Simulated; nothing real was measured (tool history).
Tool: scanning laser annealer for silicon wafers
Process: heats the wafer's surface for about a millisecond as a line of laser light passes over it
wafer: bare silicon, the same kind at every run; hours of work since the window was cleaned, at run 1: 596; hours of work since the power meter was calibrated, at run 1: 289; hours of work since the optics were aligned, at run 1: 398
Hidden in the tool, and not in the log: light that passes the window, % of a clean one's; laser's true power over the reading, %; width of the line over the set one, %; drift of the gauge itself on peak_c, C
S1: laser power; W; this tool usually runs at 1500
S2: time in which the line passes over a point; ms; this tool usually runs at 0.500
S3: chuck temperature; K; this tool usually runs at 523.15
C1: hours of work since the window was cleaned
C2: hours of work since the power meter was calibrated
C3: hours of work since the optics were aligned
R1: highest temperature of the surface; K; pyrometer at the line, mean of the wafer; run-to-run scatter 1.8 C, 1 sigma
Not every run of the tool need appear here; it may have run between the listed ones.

{"run": 1, "hour": 0.0, "S1": 1500, "S2": 0.5, "S3": 523.15, "C1": 596, "C2": 289, "C3": 398, "R1": 1335.15}
{"run": 2, "hour": 23.1, "S1": 1500, "S2": 0.471, "S3": 523.15, "C1": 610, "C2": 303, "C3": 413, "R1": 1314.15}
{"run": 3, "hour": 47.2, "S1": 1500, "S2": 0.471, "S3": 523.15, "C1": 625, "C2": 318, "C3": 428, "R1": 1319.15}
{"run": 4, "hour": 68.5, "S1": 1500, "S2": 0.471, "S3": 523.15, "C1": 638, "C2": 331, "C3": 441, "R1": 1310.15}
{"run": 5, "hour": 79.2, "S1": 1500, "S2": 0.379, "S3": 523.15, "C1": 644, "C2": 338, "C3": 447, "R1": 1239.15}
{"run": 6, "hour": 90.1, "S1": 1500, "S2": 0.423, "S3": 523.15, "C1": 651, "C2": 345, "C3": 454, "R1": 1276.15}
{"run": 7, "hour": 102.3, "S1": 1500, "S2": 0.5, "S3": 540.15, "C1": 659, "C2": 352, "C3": 462, "R1": 1351.15}
{"run": 8, "hour": 120.1, "S1": 1500, "S2": 0.5, "S3": 540.15, "C1": 670, "C2": 363, "C3": 473, "R1": 1350.15}
{"run": 9, "hour": 141.5, "S1": 1500, "S2": 0.5, "S3": 540.15, "C1": 683, "C2": 376, "C3": 486, "R1": 1353.15}
{"run": 10, "hour": 162.2, "S1": 1500, "S2": 0.5, "S3": 523.15, "C1": 696, "C2": 389, "C3": 499, "R1": 1336.15}
{"run": 11, "hour": 176.8, "S1": 1500, "S2": 0.5, "S3": 523.15, "C1": 705, "C2": 398, "C3": 508, "R1": 1335.15}
{"run": 12, "hour": 202.2, "S1": 1500, "S2": 0.5, "S3": 523.15, "C1": 720, "C2": 414, "C3": 523, "R1": 1334.15}
{"run": 13, "hour": 214.0, "S1": 1291, "S2": 0.5, "S3": 523.15, "C1": 728, "C2": 421, "C3": 531, "R1": 1210.15}
{"run": 14, "hour": 231.5, "S1": 1291, "S2": 0.5, "S3": 523.15, "C1": 739, "C2": 432, "C3": 541, "R1": 1210.15}
{"run": 15, "hour": 249.0, "S1": 1500, "S2": 0.617, "S3": 523.15, "C1": 749, "C2": 443, "C3": 552, "R1": 1421.15}
{"run": 16, "hour": 267.1, "S1": 1500, "S2": 0.5, "S3": 523.15, "C1": 761, "C2": 454, "C3": 564, "R1": 1334.15}
{"run": 17, "hour": 287.6, "S1": 1500, "S2": 0.5, "S3": 523.15, "C1": 773, "C2": 467, "C3": 576, "R1": 1333.15}
{"run": 18, "hour": 300.2, "S1": 1500, "S2": 0.42, "S3": 523.15, "C1": 781, "C2": 474, "C3": 584, "R1": 1273.15}
{"run": 19, "hour": 312.7, "S1": 1500, "S2": 0.42, "S3": 523.15, "C1": 789, "C2": 482, "C3": 592, "R1": 1272.15}
{"run": 20, "hour": 329.7, "S1": 1391, "S2": 0.5, "S3": 523.15, "C1": 799, "C2": 493, "C3": 602, "R1": 1269.15}
{"run": 21, "hour": 344.3, "S1": 1500, "S2": 0.5, "S3": 523.15, "C1": 808, "C2": 502, "C3": 611, "R1": 1335.15}

Run 22 is up next; what results do you expect?
{"run": 22, "hour": 363.4, "S1": 1553, "S2": 0.617, "S3": 507.15, "C1": 820, "C2": 513, "C3": 623, "R1": "?"}

{"run 22": {"R1": 1436.15}}
With the hidden condition absent and the run-to-run variation left alone, this run would have shown R1 1439.15 K.
